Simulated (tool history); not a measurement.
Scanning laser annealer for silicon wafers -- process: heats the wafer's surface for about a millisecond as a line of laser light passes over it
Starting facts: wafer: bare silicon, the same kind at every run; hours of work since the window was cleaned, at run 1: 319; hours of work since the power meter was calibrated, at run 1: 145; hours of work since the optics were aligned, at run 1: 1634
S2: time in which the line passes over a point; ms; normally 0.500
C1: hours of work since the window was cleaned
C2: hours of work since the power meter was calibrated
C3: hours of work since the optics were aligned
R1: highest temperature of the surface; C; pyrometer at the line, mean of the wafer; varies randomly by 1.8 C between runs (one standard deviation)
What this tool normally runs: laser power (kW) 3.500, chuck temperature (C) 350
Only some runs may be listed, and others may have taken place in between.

run 1 hour=0.0 | laser_power_(kW)=3.500 S2=0.500 chuck_temperature_(C)=350 | C1=319 C2=145 C3=1634 | R1=1034
run 2 hour=9.7 | laser_power_(kW)=3.500 S2=0.594 chuck_temperature_(C)=350 | C1=323 C2=149 C3=1638 | R1=1097
run 3 hour=20.9 | laser_power_(kW)=3.500 S2=0.594 chuck_temperature_(C)=350 | C1=328 C2=154 C3=1643 | R1=1096
run 4 hour=35.0 | laser_power_(kW)=3.500 S2=0.594 chuck_temperature_(C)=350 | C1=335 C2=161 C3=1650 | R1=1098
run 5 hour=42.5 | laser_power_(kW)=3.500 S2=0.594 chuck_temperature_(C)=350 | C1=338 C2=164 C3=1653 | R1=1095
run 6 hour=54.6 | laser_power_(kW)=3.500 S2=0.373 chuck_temperature_(C)=350 | C1=344 C2=170 C3=1659 | R1=932
run 7 hour=66.9 | laser_power_(kW)=3.500 S2=0.373 chuck_temperature_(C)=350 | C1=349 C2=176 C3=1664 | R1=928
run 8 hour=79.9 | laser_power_(kW)=3.500 S2=0.373 chuck_temperature_(C)=350 | C1=355 C2=182 C3=1670 | R1=931
run 9 hour=97.7 | laser_power_(kW)=3.500 S2=0.373 chuck_temperature_(C)=350 | C1=364 C2=190 C3=1678 | R1=931
run 10 hour=107.1 | laser_power_(kW)=3.500 S2=0.373 chuck_temperature_(C)=350 | C1=368 C2=194 C3=1683 | R1=929
run 11 hour=114.6 | laser_power_(kW)=3.245 S2=0.590 chuck_temperature_(C)=382 | C1=371 C2=198 C3=1686 | R1=1063
run 12 hour=128.4 | laser_power_(kW)=3.766 S2=0.590 chuck_temperature_(C)=337 | C1=378 C2=204 C3=1692 | R1=1142
run 13 hour=137.2 | laser_power_(kW)=3.058 S2=0.590 chuck_temperature_(C)=350 | C1=382 C2=208 C3=1697 | R1=986
-- hour=141.9 laser's power meter calibrated
run 14 hour=155.6 | laser_power_(kW)=3.058 S2=0.590 chuck_temperature_(C)=350 | C1=389 C2=6 C3=1704 | R1=984
run 15 hour=167.5 | laser_power_(kW)=3.357 S2=0.500 chuck_temperature_(C)=350 | C1=394 C2=12 C3=1709 | R1=996
run 16 hour=184.1 | laser_power_(kW)=3.673 S2=0.500 chuck_temperature_(C)=315 | C1=402 C2=19 C3=1717 | R1=1027
-- hour=192.5 laser's power meter calibrated, once more
run 17 hour=203.6 | laser_power_(kW)=3.436 S2=0.376 chuck_temperature_(C)=315 | C1=409 C2=5 C3=1724 | R1=882
run 18 hour=216.3 | laser_power_(kW)=3.766 S2=0.391 chuck_temperature_(C)=313 | C1=415 C2=11 C3=1730 | R1=956
run 19 hour=230.0 | laser_power_(kW)=3.766 S2=0.391 chuck_temperature_(C)=313 | C1=422 C2=17 C3=1736 | R1=951

Below are 4 alternative next runs, each starting from the tool's condition after run 19. Predict each:
run A hour=246.9 | laser_power_(kW)=3.766 S2=0.391 chuck_temperature_(C)=311 | C1=429 C2=25 C3=1744 | R1=?
run B hour=246.9 | laser_power_(kW)=3.766 S2=0.366 chuck_temperature_(C)=313 | C1=429 C2=25 C3=1744 | R1=?
run C hour=246.9 | laser_power_(kW)=3.766 S2=0.518 chuck_temperature_(C)=313 | C1=429 C2=25 C3=1744 | R1=?
run D hour=246.9 | laser_power_(kW)=3.238 S2=0.500 chuck_temperature_(C)=380 | C1=429 C2=25 C3=1744 | R1=?

run=A R1=954
run=B R1=934
run=C R1=1058
run=D R1=997
Without the tool's unlogged condition, the same runs would have read:
run=A R1=982
run=B R1=961
run=C R1=1091
run=D R1=1024
